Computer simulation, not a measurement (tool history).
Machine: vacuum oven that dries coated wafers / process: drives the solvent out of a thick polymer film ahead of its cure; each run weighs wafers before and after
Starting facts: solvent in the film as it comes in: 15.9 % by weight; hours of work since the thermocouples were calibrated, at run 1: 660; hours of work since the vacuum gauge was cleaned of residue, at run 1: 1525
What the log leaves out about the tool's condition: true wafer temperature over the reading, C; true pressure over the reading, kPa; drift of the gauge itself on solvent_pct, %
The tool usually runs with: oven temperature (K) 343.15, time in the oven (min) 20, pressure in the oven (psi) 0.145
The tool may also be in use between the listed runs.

run	hour	oven temperature (K)	time in the oven (min)	pressure in the oven (psi)	hours of work since the thermocouples were calibrated	hours of work since the vacuum gauge was cleaned of residue	solvent left in the film (%)
1	0	343.15	20	0.145	660	1525	2.61
2	83.5	343.15	20	0.145	715	1579	2.61
3	155.4	343.15	20	0.145	762	1627	2.58
4	233.3	343.15	20	0.145	813	1678	2.69
5	302.3	343.15	20	0.145	859	1723	2.62
6	383.1	343.15	17	0.145	912	1776	3.25
7	421.1	343.15	17	0.145	937	1801	3.27
8	506.4	343.15	17	0.145	993	1857	3.2
9	569.7	343.15	17	0.145	1034	1899	3.29
10	657.1	343.15	17	0.145	1092	1956	3.26
11	693.9	343.15	17	0.145	1116	1981	3.26
12	752.3	343.15	11	0.145	1154	2019	5.24
13	828.5	343.15	11	0.145	1204	2069	5.2
14	899	343.15	11	0.145	1251	2116	5.21
15	954.8	343.15	12	0.145	1288	2152	4.81
16	1015.9	343.15	15	0.145	1328	2192	3.84
17	1056.9	343.15	15	0.145	1355	2219	3.82

Estimate the outcome of run 18 from the log above:
18	1142.9	349.15	20	0.196	1411	2276	?

solvent left in the film (%): 1.56
Take away the tool's hidden state, keep the run-to-run variation as it was, and the same run would have given solvent left in the film (%) 1.55.
